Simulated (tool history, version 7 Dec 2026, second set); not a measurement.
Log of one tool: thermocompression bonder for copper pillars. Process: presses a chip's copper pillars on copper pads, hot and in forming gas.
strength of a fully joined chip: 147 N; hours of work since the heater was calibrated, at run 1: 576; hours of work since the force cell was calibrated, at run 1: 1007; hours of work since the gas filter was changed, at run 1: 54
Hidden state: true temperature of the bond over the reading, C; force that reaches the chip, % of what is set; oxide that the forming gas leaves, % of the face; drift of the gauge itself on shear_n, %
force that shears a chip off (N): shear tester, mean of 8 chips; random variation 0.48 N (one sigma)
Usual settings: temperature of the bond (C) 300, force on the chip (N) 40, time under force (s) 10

run	hour	temperature of the bond (C)	force on the chip (N)	time under force (s)	hours of work since the heater was calibrated	hours of work since the force cell was calibrated	hours of work since the gas filter was changed	force that shears a chip off (N)
1	0	300	40	10	576	1007	54	82.9
2	22.6	300	40	9	592	1023	70	78.8
3	57.7	300	40	9	618	1049	95	78.6
4	87.2	300	40	10	639	1070	117	82.4
5	117.6	300	40	10	661	1092	138	81.3
6	154.1	300	40	10	687	1118	165	80.7
7	192.6	300	40	10	715	1146	193	80.7
# hour 198.5: force cell calibrated
8	236.1	300	25	28	745	27	223	83
9	271	300	25	6	770	52	248	47.8
10	303.6	300	25	6	794	76	271	47.6
# hour 319.5: force cell calibrated, once more
11	348.3	321	33	21	825	21	303	109.5

5 ways to go on from here, each from the tool as it stands after run 11. What would each give?
A	389.3	289	33	21	855	50	332	?
B	389.3	314	33	14	855	50	332	?
C	389.3	326	34	21	855	50	332	?
D	389.3	300	52	8	855	50	332	?
E	389.3	330	40	10	855	50	332	?

run	force that shears a chip off (N)
A	84.3
B	94.8
C	115
D	90.4
E	107.6
Without the tool's hidden state the same runs would have given:
run	force that shears a chip off (N)
A	83.6
B	95
C	116.7
D	90.1
E	108.8

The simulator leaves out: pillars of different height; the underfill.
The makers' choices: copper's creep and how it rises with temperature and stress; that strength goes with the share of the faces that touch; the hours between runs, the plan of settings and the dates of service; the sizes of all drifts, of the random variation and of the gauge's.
